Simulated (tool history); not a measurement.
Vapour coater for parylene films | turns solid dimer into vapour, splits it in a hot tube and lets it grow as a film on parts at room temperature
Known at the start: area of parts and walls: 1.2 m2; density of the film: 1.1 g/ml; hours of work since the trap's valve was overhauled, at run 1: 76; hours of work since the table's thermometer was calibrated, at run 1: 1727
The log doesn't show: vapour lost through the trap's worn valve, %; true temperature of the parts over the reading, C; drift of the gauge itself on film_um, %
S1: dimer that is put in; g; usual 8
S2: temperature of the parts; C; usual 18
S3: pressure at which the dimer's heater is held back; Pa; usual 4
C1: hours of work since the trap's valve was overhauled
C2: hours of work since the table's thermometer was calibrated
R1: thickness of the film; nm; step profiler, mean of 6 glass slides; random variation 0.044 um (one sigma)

| run | hour | S1 | S2 | S3 | C1 | C2 | R1 |
|---|---|---|---|---|---|---|---|
| 1 | 0 | 8 | 18 | 4 | 76 | 1727 | 4860 |
| 2 | 46 | 8 | 18 | 4 | 115 | 1766 | 4930 |
| 3 | 74.9 | 8 | 18 | 4 | 139 | 1790 | 4820 |
| 4 | 116.4 | 8 | 18 | 2.93 | 174 | 1825 | 4910 |
| 5 | 175.2 | 8 | 20 | 4 | 224 | 1875 | 4280 |
| 6 | 240 | 8 | 20 | 4 | 279 | 1930 | 4230 |
|  | 254.8 | trap's valve overhauled |
| 7 | 299.7 | 8 | 15 | 4 | 38 | 1977 | 5780 |
| 8 | 357.3 | 8 | 18 | 4 | 87 | 2026 | 4960 |
| 9 | 415.7 | 8 | 18 | 4 | 136 | 2075 | 4940 |
| 10 | 469.7 | 8 | 18 | 4 | 181 | 2121 | 4760 |
| 11 | 530.2 | 8 | 23 | 4 | 233 | 2172 | 3710 |
| 12 | 565.8 | 8 | 23 | 4 | 263 | 2202 | 3690 |
|  | 597.2 | trap's valve overhauled |
| 13 | 601.8 | 4 | 16 | 11.13 | 4 | 2229 | 2590 |
| 14 | 665.9 | 4 | 16 | 11.13 | 58 | 2283 | 2560 |
|  | 702.4 | table's thermometer calibrated |
| 15 | 704.1 | 7 | 15 | 2.74 | 90 | 1 | 4910 |
| 16 | 765.5 | 7 | 15 | 2.74 | 141 | 53 | 4890 |
| 17 | 822.5 | 10 | 11 | 2.38 | 190 | 102 | 7110 |
| 18 | 884.8 | 11 | 18 | 4 | 242 | 154 | 6290 |
| 19 | 916.5 | 11 | 18 | 4 | 269 | 181 | 6300 |
|  | 942.4 | trap's valve overhauled |
| 20 | 973.7 | 3 | 18 | 4 | 26 | 226 | 1840 |
| 21 | 1029.6 | 8 | 18 | 2.15 | 74 | 273 | 4990 |

Hidden state or all else? Some run-to-run changes of R1, split into what the settings, what came in and random variation would give without the hidden state, and what is left for the hidden state (with any gauge scatter that isn't in both results):
Run 6 -> 7: S2 20 -> 15, trap's valve overhauled. R1 +1550 nm: hidden state +320, all else +1230.
Run 19 -> 20: S1 11 -> 3, trap's valve overhauled. R1 -4460 nm: hidden state +430, all else -4890.
Run 20 -> 21: S1 3 -> 8, S3 4 -> 2.15. R1 +3150 nm: hidden state -80, all else +3230.

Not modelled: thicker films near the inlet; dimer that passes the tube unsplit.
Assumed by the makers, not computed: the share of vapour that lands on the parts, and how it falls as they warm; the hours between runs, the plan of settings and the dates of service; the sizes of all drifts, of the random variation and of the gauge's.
